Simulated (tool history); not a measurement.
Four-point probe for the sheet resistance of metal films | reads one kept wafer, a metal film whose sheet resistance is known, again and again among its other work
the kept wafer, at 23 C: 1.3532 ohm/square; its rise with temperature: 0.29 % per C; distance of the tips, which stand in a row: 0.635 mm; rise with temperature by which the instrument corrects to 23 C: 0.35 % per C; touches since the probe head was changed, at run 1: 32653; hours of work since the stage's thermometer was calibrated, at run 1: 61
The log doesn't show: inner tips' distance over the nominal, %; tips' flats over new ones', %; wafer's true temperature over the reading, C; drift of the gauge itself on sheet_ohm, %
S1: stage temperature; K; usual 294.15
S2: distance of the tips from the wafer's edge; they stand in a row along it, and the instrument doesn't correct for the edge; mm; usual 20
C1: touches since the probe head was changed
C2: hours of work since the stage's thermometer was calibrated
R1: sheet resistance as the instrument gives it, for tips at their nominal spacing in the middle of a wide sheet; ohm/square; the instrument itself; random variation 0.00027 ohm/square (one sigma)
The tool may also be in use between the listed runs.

| run | hour | S1 | S2 | C1 | C2 | R1 |
|---|---|---|---|---|---|---|
| 1 | 0 | 294.15 | 20 | 32653 | 61 | 1.354283 |
| 2 | 35.9 | 307.15 | 20 | 33670 | 83 | 1.345181 |
| 3 | 60.1 | 307.15 | 20 | 34356 | 99 | 1.345133 |
| 4 | 89.6 | 307.15 | 10 | 35190 | 118 | 1.347136 |
| 5 | 125.7 | 307.15 | 5 | 36214 | 141 | 1.355739 |
| 6 | 140.9 | 307.15 | 5 | 36643 | 150 | 1.355697 |
| 7 | 173.5 | 307.15 | 5 | 37568 | 171 | 1.355023 |
| 8 | 196.6 | 294.15 | 20 | 38220 | 186 | 1.353421 |
| 9 | 223.8 | 294.15 | 3 | 38992 | 203 | 1.385169 |
| 10 | 245.4 | 294.15 | 20 | 39604 | 217 | 1.353767 |
| 11 | 277.2 | 294.15 | 20 | 40504 | 237 | 1.354036 |
| 12 | 301 | 294.15 | 20 | 41177 | 252 | 1.353355 |
| 13 | 316.9 | 294.15 | 20 | 41629 | 262 | 1.353352 |
| 14 | 340.2 | 294.15 | 20 | 42289 | 277 | 1.352818 |
| 15 | 365 | 294.15 | 20 | 42990 | 293 | 1.353413 |
| 16 | 394.1 | 294.15 | 20 | 43815 | 312 | 1.35317 |
| 17 | 418.6 | 303.15 | 20 | 44509 | 327 | 1.346985 |
| 18 | 437.8 | 303.15 | 20 | 45053 | 339 | 1.346563 |
| 19 | 457.5 | 303.15 | 20 | 45611 | 352 | 1.346394 |
| 20 | 492 | 293.15 | 7 | 46589 | 374 | 1.358625 |
| 21 | 507.3 | 293.15 | 13 | 47021 | 384 | 1.354255 |
| 22 | 526 | 300.15 | 13 | 47551 | 396 | 1.349113 |
| 23 | 541.5 | 300.15 | 13 | 47990 | 405 | 1.349283 |
| 24 | 572.4 | 300.15 | 13 | 48865 | 425 | 1.349422 |
| 25 | 604.7 | 300.15 | 13 | 49780 | 446 | 1.348459 |
| 26 | 621.1 | 300.15 | 13 | 50245 | 456 | 1.348369 |
| 27 | 648.1 | 294.15 | 7 | 51008 | 473 | 1.357052 |
| 28 | 669.1 | 292.15 | 8 | 51603 | 487 | 1.357042 |
| 29 | 703 | 292.15 | 8 | 52563 | 508 | 1.35711 |
| 30 | 732.8 | 294.15 | 9 | 53408 | 527 | 1.354412 |
| 31 | 767.7 | 291.15 | 8 | 54396 | 549 | 1.357635 |
| 32 | 783.5 | 297.15 | 16 | 54844 | 560 | 1.350028 |
| 33 | 818.3 | 307.15 | 72 | 55829 | 582 | 1.340835 |
| 34 | 851.2 | 307.15 | 72 | 56763 | 603 | 1.341287 |
| 35 | 880.7 | 293.15 | 19 | 57597 | 621 | 1.352476 |
| 36 | 913 | 293.15 | 19 | 58511 | 642 | 1.351797 |

4 ways to go on from here, each from the tool as it stands after run 36. What would each give?
| A | 934.5 | 295.15 | 20 | 59120 | 656 | ? |
| B | 934.5 | 305.15 | 16 | 59120 | 656 | ? |
| C | 934.5 | 294.15 | 41 | 59120 | 656 | ? |
| D | 934.5 | 292.15 | 11 | 59120 | 656 | ? |

| run | R1 |
|---|---|
| A | 1.350131 |
| B | 1.343677 |
| C | 1.350074 |
| D | 1.353607 |
Without the tool's hidden state the same runs would have given:
| run | R1 |
|---|---|
| A | 1.354838 |
| B | 1.348381 |
| C | 1.354779 |
| D | 1.35832 |
